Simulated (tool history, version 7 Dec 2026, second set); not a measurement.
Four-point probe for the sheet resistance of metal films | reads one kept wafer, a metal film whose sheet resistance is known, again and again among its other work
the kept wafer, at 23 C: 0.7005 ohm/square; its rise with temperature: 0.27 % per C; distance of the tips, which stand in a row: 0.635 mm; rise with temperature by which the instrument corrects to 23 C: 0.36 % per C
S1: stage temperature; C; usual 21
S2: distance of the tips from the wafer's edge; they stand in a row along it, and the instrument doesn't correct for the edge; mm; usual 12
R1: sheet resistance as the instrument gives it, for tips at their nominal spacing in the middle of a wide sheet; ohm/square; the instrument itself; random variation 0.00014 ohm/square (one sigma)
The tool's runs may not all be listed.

run   hour  S1  S2        R1
  1      0  21  12  0.703312
  2   23.5  21  12  0.702826
  3   54.5  21  12  0.703001
  4   68.3  21  12  0.703079
  5     83  21  12  0.702879
  6  112.4  21  12   0.70289
  7  137.8  21  12  0.702829
  8  167.8  20  12  0.703526
  9  192.7  20  12  0.703107
 10  214.5  21   5  0.707795
 11  228.1  21   5  0.707687
 12  252.2  21   5  0.707544
 13  280.8  21   5  0.707763
 14  306.2  21  12  0.702377
 15  321.7  21  12  0.702582
 16  346.5  21  12  0.702375
     348.5  -- stage's thermometer calibrated
 17    374  21  12  0.702219
 18  392.4  18  12  0.704411
 19  409.6  18  12  0.704328
 20  429.7  18  12  0.704352
 21  458.2  18  12  0.704087
     484.5  -- stage's thermometer calibrated, once more
 22  484.5  18  12  0.704648
 23  498.6  18  12  0.704649
 24  515.7  21  17  0.701849
 25  531.7  21   7  0.704722
 26  553.2  35   3  0.709241
 27  573.2  33  43   0.69413
 28  589.7  33  43  0.694175

Run 29 comes next. What will it give?
 29  603.5  33  43   ?

{"run 29": {"R1": 0.693738}}
Without the tool's hidden state the same run would have given R1 0.694211 ohm/square.
